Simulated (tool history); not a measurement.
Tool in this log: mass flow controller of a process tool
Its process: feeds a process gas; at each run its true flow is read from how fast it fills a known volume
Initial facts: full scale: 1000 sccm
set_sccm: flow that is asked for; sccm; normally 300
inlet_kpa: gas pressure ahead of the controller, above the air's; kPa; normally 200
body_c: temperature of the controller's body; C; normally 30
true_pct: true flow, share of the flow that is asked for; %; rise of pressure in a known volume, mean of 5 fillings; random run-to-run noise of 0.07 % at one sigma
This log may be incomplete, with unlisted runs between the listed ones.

| run | hour | set_sccm | inlet_kpa | body_c | true_pct |
|---|---|---|---|---|---|
| 1 | 0.0 | 300 | 200 | 30 | 98.42 |
| 2 | 102.6 | 300 | 200 | 30 | 98.37 |
| 3 | 220.6 | 300 | 200 | 30 | 98.37 |
| 4 | 304.0 | 276 | 200 | 30 | 98.32 |
| 5 | 422.7 | 300 | 246 | 30 | 98.72 |
| 6 | 541.1 | 300 | 246 | 30 | 98.57 |
| 7 | 641.6 | 300 | 200 | 30 | 98.34 |
| 8 | 749.9 | 300 | 200 | 30 | 98.47 |
| 9 | 844.6 | 300 | 200 | 30 | 98.44 |
| 10 | 954.3 | 300 | 200 | 30 | 98.36 |
| 11 | 1018.7 | 679 | 200 | 30 | 99.34 |
| 12 | 1132.2 | 679 | 200 | 32 | 99.58 |
| 13 | 1220.5 | 679 | 200 | 32 | 99.51 |
| 14 | 1325.9 | 952 | 154 | 32 | 100.05 |
| 15 | 1457.6 | 952 | 154 | 32 | 100.02 |
| 16 | 1583.5 | 165 | 219 | 36 | 98.69 |
| 17 | 1676.6 | 165 | 219 | 23 | 97.71 |
| 18 | 1740.7 | 300 | 200 | 38 | 98.92 |
| 19 | 1836.3 | 300 | 200 | 38 | 98.94 |
| 20 | 1932.2 | 349 | 191 | 38 | 98.91 |

Run 21 comes next. What will it give?
| 21 | 2038.4 | 142 | 191 | 38 | ? |

Logged for run 21: true_pct 98.66 %.
On a tool with no hidden condition, and with the same random variation, this run would have come out at true_pct 98.36 %.
